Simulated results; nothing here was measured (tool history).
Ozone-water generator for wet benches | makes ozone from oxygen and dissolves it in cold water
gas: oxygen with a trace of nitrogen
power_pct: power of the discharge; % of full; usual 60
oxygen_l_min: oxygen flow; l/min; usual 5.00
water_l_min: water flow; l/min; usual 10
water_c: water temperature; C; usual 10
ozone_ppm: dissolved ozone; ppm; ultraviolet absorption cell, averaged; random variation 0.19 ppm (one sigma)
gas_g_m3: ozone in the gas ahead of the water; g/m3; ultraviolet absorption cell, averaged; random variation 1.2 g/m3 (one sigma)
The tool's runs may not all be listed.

| run | hour | power_pct | oxygen_l_min | water_l_min | water_c | ozone_ppm | gas_g_m3 |
|---|---|---|---|---|---|---|---|
| 1 | 0.0 | 60 | 5.00 | 10 | 10 | 24.1 | 196.4 |
| 2 | 55.9 | 60 | 5.00 | 7 | 10 | 32.5 | 194.6 |
| 3 | 158.3 | 60 | 5.00 | 7 | 10 | 32.3 | 193.6 |
| 4 | 206.5 | 60 | 5.00 | 7 | 10 | 32.2 | 190.9 |
| 5 | 278.1 | 60 | 5.00 | 7 | 10 | 32.2 | 192.9 |
| 6 | 387.5 | 60 | 5.00 | 10 | 10 | 23.3 | 191.9 |
| 7 | 489.5 | 60 | 5.00 | 10 | 10 | 23.3 | 191.9 |
| 8 | 596.8 | 60 | 5.00 | 10 | 10 | 23.5 | 190.0 |
| 9 | 656.2 | 60 | 5.00 | 10 | 10 | 23.5 | 191.0 |
| 10 | 741.5 | 60 | 5.00 | 10 | 10 | 23.3 | 192.7 |
| 11 | 854.8 | 60 | 5.00 | 10 | 10 | 23.2 | 190.6 |
| 12 | 939.3 | 60 | 5.00 | 10 | 10 | 23.2 | 188.6 |
| 13 | 1052.6 | 60 | 5.00 | 10 | 10 | 22.9 | 188.6 |
| 14 | 1131.3 | 60 | 5.00 | 15 | 10 | 15.4 | 188.9 |
| 15 | 1178.6 | 60 | 5.00 | 15 | 10 | 15.3 | 187.5 |
| 16 | 1229.7 | 60 | 5.00 | 15 | 10 | 15.3 | 189.0 |
| 17 | 1338.8 | 60 | 5.00 | 15 | 10 | 15.2 | 187.4 |
| 18 | 1398.8 | 60 | 5.00 | 15 | 10 | 15.0 | 187.7 |
|  | 1406.7 | water thermometer calibrated |
| 19 | 1448.3 | 60 | 5.00 | 10 | 6 | 24.1 | 184.7 |
| 20 | 1542.1 | 60 | 5.00 | 10 | 6 | 24.2 | 184.8 |
| 21 | 1650.5 | 60 | 4.89 | 10 | 10 | 22.1 | 188.7 |
| 22 | 1727.5 | 60 | 4.89 | 10 | 10 | 22.2 | 189.6 |
| 23 | 1804.4 | 48 | 4.89 | 14 | 10 | 14.0 | 166.0 |
| 24 | 1880.9 | 71 | 3.46 | 8 | 10 | 31.9 | 260.8 |
| 25 | 1987.9 | 52 | 5.00 | 10 | 12 | 19.2 | 170.6 |
|  | 2041.8 | water thermometer calibrated, once more |
| 26 | 2100.7 | 52 | 5.00 | 10 | 12 | 19.7 | 169.1 |
| 27 | 2191.3 | 86 | 4.38 | 14 | 6 | 20.7 | 244.7 |
| 28 | 2271.8 | 81 | 2.58 | 10 | 10 | 28.8 | 342.8 |
| 29 | 2375.5 | 60 | 8.64 | 10 | 7 | 19.4 | 125.2 |
| 30 | 2425.7 | 60 | 3.72 | 10 | 12 | 22.5 | 222.4 |
| 31 | 2536.4 | 60 | 3.72 | 10 | 12 | 22.5 | 222.9 |
| 32 | 2640.2 | 60 | 7.29 | 10 | 7 | 20.8 | 139.0 |

The same runs without the tool's hidden state, with the same run-to-run variation:
The hidden state here: yield of the discharge, % of new electrodes'; contactor's efficiency, % of a clean one's; true water temperature over the reading, C; drift of the gauge itself on ozone_ppm, %; drift of the gauge itself on gas_g_m3, %.
| run | ozone_ppm | gas_g_m3 |
|---|---|---|
| 1 | 27.6 | 215.7 |
| 2 | 37.2 | 214.1 |
| 3 | 37.1 | 213.6 |
| 4 | 37.1 | 211.0 |
| 5 | 37.2 | 213.5 |
| 6 | 27.2 | 213.0 |
| 7 | 27.3 | 213.6 |
| 8 | 27.7 | 212.1 |
| 9 | 27.7 | 213.5 |
| 10 | 27.6 | 215.9 |
| 11 | 27.6 | 214.2 |
| 12 | 27.8 | 212.6 |
| 13 | 27.5 | 213.2 |
| 14 | 18.7 | 214.1 |
| 15 | 18.6 | 212.8 |
| 16 | 18.6 | 214.6 |
| 17 | 18.5 | 213.5 |
| 18 | 18.5 | 214.2 |
| 19 | 29.7 | 211.2 |
| 20 | 29.9 | 211.8 |
| 21 | 27.6 | 216.9 |
| 22 | 27.7 | 218.4 |
| 23 | 17.3 | 187.4 |
| 24 | 40.6 | 306.8 |
| 25 | 23.9 | 194.9 |
| 26 | 24.3 | 194.0 |
| 27 | 27.3 | 296.6 |
| 28 | 37.4 | 414.0 |
| 29 | 24.6 | 146.9 |
| 30 | 28.5 | 261.4 |
| 31 | 28.7 | 262.5 |
| 32 | 26.6 | 164.3 |
